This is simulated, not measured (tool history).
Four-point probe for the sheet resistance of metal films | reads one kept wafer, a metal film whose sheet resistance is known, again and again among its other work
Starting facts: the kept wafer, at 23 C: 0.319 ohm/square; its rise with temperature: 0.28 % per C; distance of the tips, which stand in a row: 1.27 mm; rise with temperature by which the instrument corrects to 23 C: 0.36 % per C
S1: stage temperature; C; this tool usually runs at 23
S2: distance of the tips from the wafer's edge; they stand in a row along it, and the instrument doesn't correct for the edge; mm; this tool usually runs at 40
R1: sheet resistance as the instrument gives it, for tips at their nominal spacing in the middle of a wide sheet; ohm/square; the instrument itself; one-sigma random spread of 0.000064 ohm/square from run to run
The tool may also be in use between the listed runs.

run 1 hour=0 | S1=23 S2=40 | R1=0.316959
run 2 hour=26.6 | S1=31 S2=40 | R1=0.314899
run 3 hour=41.5 | S1=23 S2=40 | R1=0.31696
run 4 hour=68.6 | S1=23 S2=40 | R1=0.316817
run 5 hour=88.3 | S1=23 S2=40 | R1=0.316784
run 6 hour=103.9 | S1=23 S2=40 | R1=0.316648
run 7 hour=127.1 | S1=23 S2=40 | R1=0.316625
run 8 hour=140.5 | S1=23 S2=40 | R1=0.316584
-- hour=143.6 stage's thermometer calibrated
run 9 hour=157.2 | S1=23 S2=40 | R1=0.316744
run 10 hour=186 | S1=23 S2=40 | R1=0.316606
run 11 hour=200.6 | S1=23 S2=40 | R1=0.316656
-- hour=220.8 stage's thermometer calibrated, once more
run 12 hour=221.3 | S1=25 S2=40 | R1=0.315951
run 13 hour=247.2 | S1=25 S2=40 | R1=0.316011

Forecast run 14:
-- hour=249.5 new probe head fitted
run 14 hour=279.5 | S1=25 S2=44 | R1=?

{"run 14": {"R1": 0.319284}}
With the hidden condition absent and the run-to-run variation left alone, this run would have shown R1 0.318598 ohm/square.

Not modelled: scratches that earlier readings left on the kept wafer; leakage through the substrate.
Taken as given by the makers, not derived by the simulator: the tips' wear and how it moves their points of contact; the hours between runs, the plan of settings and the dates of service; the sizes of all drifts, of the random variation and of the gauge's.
